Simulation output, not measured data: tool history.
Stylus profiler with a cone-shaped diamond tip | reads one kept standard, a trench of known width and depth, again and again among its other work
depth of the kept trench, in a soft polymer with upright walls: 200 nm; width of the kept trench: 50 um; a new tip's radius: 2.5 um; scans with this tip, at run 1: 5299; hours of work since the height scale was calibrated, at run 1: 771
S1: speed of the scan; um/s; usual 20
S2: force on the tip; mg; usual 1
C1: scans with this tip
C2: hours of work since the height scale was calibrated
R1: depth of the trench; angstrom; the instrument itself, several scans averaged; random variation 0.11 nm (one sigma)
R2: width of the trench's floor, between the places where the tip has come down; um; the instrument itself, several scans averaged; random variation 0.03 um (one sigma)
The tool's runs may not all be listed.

Run 1, day 0: usual settings; C1 5299; C2 771. Result: R1 2004 angstrom, R2 47.58 um.
Run 2, day 3.429: usual settings; C1 5708; C2 830. Result: R1 2003.4 angstrom, R2 47.52 um.
Run 3, day 7: usual settings; C1 6134; C2 892. Result: R1 2002.3 angstrom, R2 47.55 um.
Run 4, day 9.529: usual settings; C1 6436; C2 936. Result: R1 2002.1 angstrom, R2 47.47 um.
Run 5, day 11.65: usual settings; C1 6689; C2 973. Result: R1 2000.5 angstrom, R2 47.51 um.
Run 6, day 14.675: usual settings; C1 7050; C2 1025. Result: R1 2001.9 angstrom, R2 47.5 um.
Run 7, day 17.679: usual settings; C1 7408; C2 1077. Result: R1 1998.8 angstrom, R2 47.49 um.
Run 8, day 21.542: usual settings; C1 7869; C2 1145. Result: R1 2000.2 angstrom, R2 47.45 um.
Run 9, day 24.583: usual settings but S1 25 um/s, S2 0.44 mg; C1 8232; C2 1197. Result: R1 1994.2 angstrom, R2 47.26 um.
At day 24.896: height scale calibrated on a step standard.
Run 10, day 26.979: usual settings but S1 21 um/s; C1 8516; C2 36. Result: R1 1996.6 angstrom, R2 47.37 um.
Run 11, day 30.217: usual settings but S1 35 um/s, S2 1.08 mg; C1 8902; C2 92. Result: R1 1995.2 angstrom, R2 47.32 um.
Run 12, day 32.212: usual settings but S1 7 um/s, S2 2.96 mg; C1 9140; C2 127. Result: R1 2003.9 angstrom, R2 47.47 um.
Run 13, day 34.767: usual settings but S1 9 um/s, S2 2.96 mg; C1 9445; C2 171. Result: R1 2004.3 angstrom, R2 47.52 um.

3 ways to go on from here, each from the tool as it stands after run 13. What would each give?
Run A, day 36.692: usual settings but S1 67 um/s; C1 9675; C2 205. Result: R1 ?, R2 ?.
Run B, day 36.692: usual settings but S1 12 um/s, S2 2.96 mg; C1 9675; C2 205. Result: R1 ?, R2 ?.
Run C, day 36.692: usual settings but S1 69 um/s, S2 2.52 mg; C1 9675; C2 205. Result: R1 ?, R2 ?.

run      R1     R2
  A  1993.4  46.91
  B  2003.9  47.46
  C    2002  47.14
Without the tool's hidden state the same runs would have given:
run      R1     R2
  A  2010.5  47.41
  B  2021.1  47.96
  C  2019.2  47.64

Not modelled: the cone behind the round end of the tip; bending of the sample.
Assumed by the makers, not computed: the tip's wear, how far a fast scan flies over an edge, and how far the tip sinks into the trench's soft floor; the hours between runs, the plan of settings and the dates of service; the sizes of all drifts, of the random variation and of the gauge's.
